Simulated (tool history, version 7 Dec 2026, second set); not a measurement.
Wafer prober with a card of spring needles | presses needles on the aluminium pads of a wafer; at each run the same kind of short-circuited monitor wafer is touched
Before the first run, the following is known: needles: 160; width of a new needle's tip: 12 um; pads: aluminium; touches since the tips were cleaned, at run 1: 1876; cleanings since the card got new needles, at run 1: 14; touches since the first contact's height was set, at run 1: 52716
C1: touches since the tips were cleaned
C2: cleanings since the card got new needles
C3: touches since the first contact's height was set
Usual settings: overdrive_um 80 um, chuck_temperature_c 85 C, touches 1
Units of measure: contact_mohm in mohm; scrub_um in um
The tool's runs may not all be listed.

{"run": 1, "hour": 0.0, "overdrive_um": 80, "chuck_temperature_c": 85, "touches": 1, "C1": 1876, "C2": 14, "C3": 52716, "contact_mohm": 296, "scrub_um": 14.948}
{"hour": 14.8, "done": "tips cleaned on abrasive film"}
{"hour": 34.7, "done": "height of the first contact set anew"}
{"hour": 39.7, "done": "tips cleaned on abrasive film"}
{"hour": 63.2, "done": "tips cleaned on abrasive film"}
{"run": 2, "hour": 67.8, "overdrive_um": 80, "chuck_temperature_c": 85, "touches": 1, "C1": 1642, "C2": 17, "C3": 11793, "contact_mohm": 297, "scrub_um": 14.989}
{"hour": 87.1, "done": "tips cleaned on abrasive film"}
{"hour": 110.6, "done": "tips cleaned on abrasive film"}
{"run": 3, "hour": 112.4, "overdrive_um": 80, "chuck_temperature_c": 85, "touches": 1, "C1": 622, "C2": 19, "C3": 27696, "contact_mohm": 285, "scrub_um": 14.965}
{"hour": 131.0, "done": "tips cleaned on abrasive film"}
{"hour": 155.6, "done": "tips cleaned on abrasive film"}
{"run": 4, "hour": 163.3, "overdrive_um": 80, "chuck_temperature_c": 85, "touches": 1, "C1": 2763, "C2": 21, "C3": 45875, "contact_mohm": 294, "scrub_um": 14.94}
{"hour": 178.1, "done": "tips cleaned on abrasive film"}
{"hour": 200.9, "done": "tips cleaned on abrasive film"}
{"run": 5, "hour": 200.9, "overdrive_um": 80, "chuck_temperature_c": 85, "touches": 1, "C1": 0, "C2": 23, "C3": 59271, "contact_mohm": 282, "scrub_um": 14.927}
{"hour": 215.9, "done": "height of the first contact set anew"}
{"hour": 225.7, "done": "tips cleaned on abrasive film"}
{"hour": 249.4, "done": "tips cleaned on abrasive film"}
{"run": 6, "hour": 258.2, "overdrive_um": 80, "chuck_temperature_c": 85, "touches": 1, "C1": 3139, "C2": 25, "C3": 15081, "contact_mohm": 298, "scrub_um": 14.987}
{"hour": 272.3, "done": "tips cleaned on abrasive film"}
{"hour": 295.8, "done": "tips cleaned on abrasive film"}
{"hour": 317.3, "done": "tips cleaned on abrasive film"}
{"hour": 340.5, "done": "tips cleaned on abrasive film"}
{"run": 7, "hour": 346.1, "overdrive_um": 80, "chuck_temperature_c": 85, "touches": 1, "C1": 2011, "C2": 29, "C3": 46445, "contact_mohm": 295, "scrub_um": 14.962}
{"hour": 360.8, "done": "tips cleaned on abrasive film"}
{"hour": 384.3, "done": "tips cleaned on abrasive film"}
{"hour": 399.2, "done": "height of the first contact set anew"}
{"hour": 404.2, "done": "tips cleaned on abrasive film"}
{"hour": 425.5, "done": "tips cleaned on abrasive film"}
{"run": 8, "hour": 425.5, "overdrive_um": 80, "chuck_temperature_c": 85, "touches": 1, "C1": 0, "C2": 33, "C3": 9341, "contact_mohm": 289, "scrub_um": 14.982}
{"hour": 449.6, "done": "tips cleaned on abrasive film"}
{"run": 9, "hour": 468.3, "overdrive_um": 80, "chuck_temperature_c": 50, "touches": 1, "C1": 6703, "C2": 34, "C3": 24625, "contact_mohm": 298, "scrub_um": 14.973}
{"hour": 473.3, "done": "tips cleaned on abrasive film"}
{"hour": 496.5, "done": "tips cleaned on abrasive film"}
{"hour": 521.1, "done": "tips cleaned on abrasive film"}
{"hour": 545.6, "done": "tips cleaned on abrasive film"}
{"run": 10, "hour": 557.8, "overdrive_um": 80, "chuck_temperature_c": 50, "touches": 1, "C1": 4362, "C2": 38, "C3": 56565, "contact_mohm": 296, "scrub_um": 14.944}
{"hour": 567.1, "done": "tips cleaned on abrasive film"}
{"hour": 581.9, "done": "height of the first contact set anew"}
{"hour": 591.3, "done": "tips cleaned on abrasive film"}
{"hour": 615.3, "done": "tips cleaned on abrasive film"}
{"run": 11, "hour": 621.9, "overdrive_um": 80, "chuck_temperature_c": 85, "touches": 1, "C1": 2346, "C2": 41, "C3": 14250, "contact_mohm": 299, "scrub_um": 14.981}
{"hour": 636.3, "done": "tips cleaned on abrasive film"}
{"hour": 660.0, "done": "tips cleaned on abrasive film"}
{"hour": 683.0, "done": "tips cleaned on abrasive film"}
{"run": 12, "hour": 692.9, "overdrive_um": 80, "chuck_temperature_c": 85, "touches": 1, "C1": 3532, "C2": 44, "C3": 39588, "contact_mohm": 306, "scrub_um": 14.963}
{"hour": 707.5, "done": "tips cleaned on abrasive film"}
{"hour": 731.9, "done": "tips cleaned on abrasive film"}
{"run": 13, "hour": 735.2, "overdrive_um": 80, "chuck_temperature_c": 85, "touches": 1, "C1": 1153, "C2": 46, "C3": 54665, "contact_mohm": 292, "scrub_um": 14.928}
{"hour": 754.8, "done": "tips cleaned on abrasive film"}
{"hour": 763.8, "done": "height of the first contact set anew"}
{"hour": 777.4, "done": "tips cleaned on abrasive film"}
{"hour": 801.7, "done": "tips cleaned on abrasive film"}
{"run": 14, "hour": 808.6, "overdrive_um": 80, "chuck_temperature_c": 85, "touches": 1, "C1": 2472, "C2": 49, "C3": 15972, "contact_mohm": 295, "scrub_um": 14.98}
{"hour": 822.4, "done": "tips cleaned on abrasive film"}
{"hour": 845.7, "done": "tips cleaned on abrasive film"}
{"run": 15, "hour": 864.7, "overdrive_um": 94, "chuck_temperature_c": 64, "touches": 1, "C1": 6784, "C2": 51, "C3": 35989, "contact_mohm": 296, "scrub_um": 17.593}
{"hour": 869.6, "done": "tips cleaned on abrasive film"}
{"hour": 893.8, "done": "tips cleaned on abrasive film"}
{"hour": 917.8, "done": "tips cleaned on abrasive film"}
{"run": 16, "hour": 923.3, "overdrive_um": 94, "chuck_temperature_c": 64, "touches": 3, "C1": 1956, "C2": 54, "C3": 56887, "contact_mohm": 281, "scrub_um": 17.561}
{"hour": 937.8, "done": "tips cleaned on abrasive film"}
{"hour": 947.5, "done": "height of the first contact set anew"}
{"hour": 961.1, "done": "tips cleaned on abrasive film"}
{"hour": 985.1, "done": "tips cleaned on abrasive film"}
{"run": 17, "hour": 993.3, "overdrive_um": 65, "chuck_temperature_c": 59, "touches": 2, "C1": 2919, "C2": 57, "C3": 16341, "contact_mohm": 298, "scrub_um": 12.171}
{"hour": 1007.9, "done": "tips cleaned on abrasive film"}
{"hour": 1031.2, "done": "tips cleaned on abrasive film"}
{"run": 18, "hour": 1050.0, "overdrive_um": 93, "chuck_temperature_c": 107, "touches": 3, "C1": 6753, "C2": 59, "C3": 36603, "contact_mohm": 294, "scrub_um": 17.414}
{"hour": 1054.1, "done": "tips cleaned on abrasive film"}
{"hour": 1078.2, "done": "tips cleaned on abrasive film"}
{"hour": 1101.8, "done": "tips cleaned on abrasive film"}
{"hour": 1126.4, "done": "tips cleaned on abrasive film"}
{"hour": 1131.6, "done": "height of the first contact set anew"}
{"run": 19, "hour": 1133.2, "overdrive_um": 93, "chuck_temperature_c": 107, "touches": 3, "C1": 2321, "C2": 63, "C3": 568, "contact_mohm": 295, "scrub_um": 17.447}
{"hour": 1147.3, "done": "tips cleaned on abrasive film"}
{"hour": 1169.9, "done": "tips cleaned on abrasive film"}
{"run": 20, "hour": 1183.8, "overdrive_um": 93, "chuck_temperature_c": 107, "touches": 3, "C1": 4965, "C2": 65, "C3": 18628, "contact_mohm": 295, "scrub_um": 17.433}
{"hour": 1193.6, "done": "tips cleaned on abrasive film"}
{"hour": 1217.6, "done": "tips cleaned on abrasive film"}
{"hour": 1240.4, "done": "tips cleaned on abrasive film"}
{"run": 21, "hour": 1252.7, "overdrive_um": 93, "chuck_temperature_c": 64, "touches": 1, "C1": 4434, "C2": 68, "C3": 43236, "contact_mohm": 288, "scrub_um": 17.411}
{"hour": 1262.5, "done": "tips cleaned on abrasive film"}
{"hour": 1286.9, "done": "tips cleaned on abrasive film"}
{"run": 22, "hour": 1289.7, "overdrive_um": 80, "chuck_temperature_c": 29, "touches": 1, "C1": 972, "C2": 70, "C3": 56393, "contact_mohm": 276, "scrub_um": 14.949}
{"hour": 1309.3, "done": "tips cleaned on abrasive film"}
{"hour": 1314.5, "done": "height of the first contact set anew"}
{"hour": 1334.1, "done": "tips cleaned on abrasive film"}
{"run": 23, "hour": 1347.9, "overdrive_um": 81, "chuck_temperature_c": 120, "touches": 1, "C1": 4973, "C2": 72, "C3": 11933, "contact_mohm": 312, "scrub_um": 15.191}
{"hour": 1357.4, "done": "tips cleaned on abrasive film"}
{"hour": 1377.1, "done": "tips cleaned on abrasive film"}
{"hour": 1400.1, "done": "tips cleaned on abrasive film"}
{"run": 24, "hour": 1412.6, "overdrive_um": 81, "chuck_temperature_c": 37, "touches": 1, "C1": 4462, "C2": 75, "C3": 34998, "contact_mohm": 292, "scrub_um": 15.142}

What does the tool deliver on the next run?
{"hour": 1422.3, "done": "tips cleaned on abrasive film"}
{"hour": 1446.9, "done": "tips cleaned on abrasive film"}
{"hour": 1471.1, "done": "tips cleaned on abrasive film"}
{"hour": 1494.9, "done": "tips cleaned on abrasive film"}
{"hour": 1499.2, "done": "height of the first contact set anew"}
{"run": 25, "hour": 1501.3, "overdrive_um": 85, "chuck_temperature_c": 85, "touches": 2, "C1": 2168, "C2": 79, "C3": 753, "contact_mohm": "?", "scrub_um": "?"}

{"run 25": {"contact_mohm": 290, "scrub_um": 15.948}}
Had the tool carried no hidden state, the very same run would have given contact_mohm 282 mohm, scrub_um 15.948 um.

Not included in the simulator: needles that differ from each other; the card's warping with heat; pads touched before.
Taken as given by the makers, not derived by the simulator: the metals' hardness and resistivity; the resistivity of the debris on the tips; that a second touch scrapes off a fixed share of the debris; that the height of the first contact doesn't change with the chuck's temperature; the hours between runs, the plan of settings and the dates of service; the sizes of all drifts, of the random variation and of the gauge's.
